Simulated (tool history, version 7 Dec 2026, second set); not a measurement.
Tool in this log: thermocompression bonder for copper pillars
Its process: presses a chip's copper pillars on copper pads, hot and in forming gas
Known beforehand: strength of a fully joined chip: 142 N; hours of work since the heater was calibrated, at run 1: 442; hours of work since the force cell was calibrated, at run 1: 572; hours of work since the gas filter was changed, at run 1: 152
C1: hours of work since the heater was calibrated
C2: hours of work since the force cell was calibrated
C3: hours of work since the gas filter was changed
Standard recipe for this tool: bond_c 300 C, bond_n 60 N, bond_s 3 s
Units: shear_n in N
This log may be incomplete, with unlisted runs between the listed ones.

Run 1, hour 0.0: usual settings; C1 442; C2 572; C3 152. Result: shear_n 102.3 N.
Run 2, hour 19.9: usual settings; C1 452; C2 582; C3 161. Result: shear_n 101.8 N.
Run 3, hour 44.9: usual settings; C1 464; C2 594; C3 173. Result: shear_n 101.9 N.
Run 4, hour 73.3: usual settings; C1 477; C2 607; C3 187. Result: shear_n 101.8 N.
Run 5, hour 89.4: usual settings but bond_s 2 s; C1 485; C2 615; C3 195. Result: shear_n 92.1 N.
Run 6, hour 102.3: usual settings but bond_s 2 s; C1 491; C2 621; C3 201. Result: shear_n 90.9 N.
Run 7, hour 129.7: usual settings; C1 505; C2 634; C3 214. Result: shear_n 101.3 N.
Run 8, hour 142.6: usual settings; C1 511; C2 641; C3 220. Result: shear_n 102.0 N.
Run 9, hour 159.7: usual settings; C1 519; C2 649; C3 229. Result: shear_n 101.9 N.
Run 10, hour 182.2: usual settings; C1 530; C2 660; C3 239. Result: shear_n 101.7 N.
Run 11, hour 199.0: usual settings; C1 538; C2 668; C3 248. Result: shear_n 101.5 N.
Run 12, hour 224.2: usual settings; C1 550; C2 680; C3 260. Result: shear_n 101.5 N.
Run 13, hour 242.9: usual settings but bond_s 4 s; C1 559; C2 689; C3 269. Result: shear_n 107.4 N.
Run 14, hour 265.3: usual settings but bond_s 4 s; C1 570; C2 700; C3 279. Result: shear_n 108.1 N.
Run 15, hour 286.6: usual settings but bond_s 4 s; C1 580; C2 710; C3 290. Result: shear_n 108.7 N.
Run 16, hour 310.8: usual settings but bond_n 55 N, bond_s 4 s; C1 592; C2 721; C3 301. Result: shear_n 105.1 N.
Run 17, hour 336.9: usual settings but bond_n 55 N, bond_s 4 s; C1 604; C2 734; C3 314. Result: shear_n 103.9 N.
Run 18, hour 359.8: usual settings but bond_c 326 C; C1 615; C2 745; C3 325. Result: shear_n 121.1 N.
Run 19, hour 384.2: usual settings but bond_c 277 C, bond_n 39 N, bond_s 8 s; C1 627; C2 757; C3 337. Result: shear_n 87.8 N.
Run 20, hour 407.2: usual settings but bond_c 277 C, bond_n 39 N, bond_s 8 s; C1 638; C2 768; C3 348. Result: shear_n 87.0 N.
Run 21, hour 430.4: usual settings but bond_c 277 C, bond_n 39 N, bond_s 8 s; C1 649; C2 779; C3 359. Result: shear_n 87.7 N.
Run 22, hour 450.4: usual settings but bond_c 286 C, bond_n 77 N, bond_s 7 s; C1 659; C2 789; C3 368. Result: shear_n 117.6 N.
Run 23, hour 478.0: usual settings; C1 672; C2 802; C3 382. Result: shear_n 99.8 N.
Run 24, hour 504.7: usual settings; C1 685; C2 815; C3 395. Result: shear_n 99.6 N.
Run 25, hour 530.3: usual settings; C1 697; C2 827; C3 407. Result: shear_n 100.5 N.
At hour 542.1: forming gas filter changed.
Run 26, hour 551.9: usual settings but bond_c 275 C; C1 707; C2 837; C3 5. Result: shear_n 77.3 N.
Run 27, hour 570.5: usual settings but bond_c 321 C; C1 716; C2 846; C3 14. Result: shear_n 117.0 N.
Run 28, hour 589.7: usual settings but bond_c 292 C; C1 725; C2 855; C3 23. Result: shear_n 92.9 N.
Run 29, hour 610.3: usual settings but bond_c 292 C; C1 735; C2 865; C3 33. Result: shear_n 93.3 N.

Entry by entry between the runs, the difference in hidden state between the last listed run before and the first listed run after:
Runs 25 to 26: forming gas filter changed (hour 542.1)
  oxide that the forming gas leaves, % of the face: 0.63 -> 0.5; drift of the gauge itself on shear_n, %: -2.14 -> -2.22
  what was measured, less what the result would be without the hidden state, shear_n: -2.2 -> -1.6 N
